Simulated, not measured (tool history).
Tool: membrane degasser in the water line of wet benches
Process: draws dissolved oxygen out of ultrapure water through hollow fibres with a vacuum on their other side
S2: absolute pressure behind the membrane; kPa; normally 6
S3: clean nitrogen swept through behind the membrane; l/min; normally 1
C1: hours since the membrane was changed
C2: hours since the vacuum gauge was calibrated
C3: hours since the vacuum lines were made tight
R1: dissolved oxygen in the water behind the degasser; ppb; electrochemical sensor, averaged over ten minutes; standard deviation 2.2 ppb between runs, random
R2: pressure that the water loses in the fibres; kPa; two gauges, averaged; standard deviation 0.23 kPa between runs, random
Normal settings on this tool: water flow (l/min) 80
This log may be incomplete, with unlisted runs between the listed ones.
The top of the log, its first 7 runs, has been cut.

run 8 day=27.267 | water_flow_(l/min)=80 S2=6 S3=1 | C1=3166 C2=2066 C3=5130 | R1=369.3 R2=58.76
run 9 day=31.496 | water_flow_(l/min)=80 S2=13.93 S3=1 | C1=3267 C2=2167 C3=5232 | R1=1280.4 R2=58.25
run 10 day=34.254 | water_flow_(l/min)=80 S2=13.93 S3=1 | C1=3334 C2=2233 C3=5298 | R1=1269.2 R2=58.3
run 11 day=39.779 | water_flow_(l/min)=80 S2=13.93 S3=1 | C1=3466 C2=2366 C3=5430 | R1=1281 R2=58.44
run 12 day=43.154 | water_flow_(l/min)=80 S2=6 S3=1 | C1=3547 C2=2447 C3=5511 | R1=367.3 R2=58.71
run 13 day=48.346 | water_flow_(l/min)=80 S2=6 S3=2.59 | C1=3672 C2=2572 C3=5636 | R1=182.8 R2=58.61
run 14 day=51.229 | water_flow_(l/min)=80 S2=6 S3=2.59 | C1=3741 C2=2641 C3=5705 | R1=183.3 R2=58.56
run 15 day=55.442 | water_flow_(l/min)=80 S2=6 S3=2.59 | C1=3842 C2=2742 C3=5806 | R1=182.4 R2=58.56
run 16 day=59.112 | water_flow_(l/min)=80 S2=6 S3=1 | C1=3930 C2=2830 C3=5894 | R1=365.6 R2=58.42
run 17 day=64.917 | water_flow_(l/min)=106 S2=8.3 S3=1 | C1=4070 C2=2969 C3=6034 | R1=763.5 R2=77.58
run 18 day=70.858 | water_flow_(l/min)=106 S2=8.3 S3=1 | C1=4212 C2=3112 C3=6176 | R1=761 R2=77.11
run 19 day=75.583 | water_flow_(l/min)=116 S2=8.12 S3=0.41 | C1=4326 C2=3225 C3=6290 | R1=1178.1 R2=84.59
run 20 day=81.167 | water_flow_(l/min)=94 S2=13.51 S3=1.12 | C1=4459 C2=3359 C3=6424 | R1=1267.3 R2=68.67
run 21 day=83.95 | water_flow_(l/min)=80 S2=4.54 S3=1.54 | C1=4526 C2=3426 C3=6490 | R1=135.4 R2=58.56
run 22 day=87.467 | water_flow_(l/min)=80 S2=14.59 S3=1.98 | C1=4611 C2=3510 C3=6575 | R1=835 R2=58.38
run 23 day=90.642 | water_flow_(l/min)=57 S2=3.98 S3=1.24 | C1=4687 C2=3587 C3=6651 | R1=70.1 R2=41.85
run 24 day=93.575 | water_flow_(l/min)=57 S2=3.98 S3=1.24 | C1=4757 C2=3657 C3=6721 | R1=70.2 R2=41.61
run 25 day=97.017 | water_flow_(l/min)=96 S2=6 S3=1 | C1=4840 C2=3740 C3=6804 | R1=413.8 R2=70.13
run 26 day=100.796 | water_flow_(l/min)=80 S2=6 S3=2.38 | C1=4931 C2=3830 C3=6895 | R1=193 R2=58.62

What does the tool deliver on the next run?
run 27 day=106.212 | water_flow_(l/min)=80 S2=6 S3=2.38 | C1=5061 C2=3960 C3=7025 | R1=? R2=?

Logged for run 27: R1 192.9 ppb, R2 58.59 kPa.
The same run, on a tool lacking any hidden state, would have yielded R1 196.7 ppb, R2 58.58 kPa.
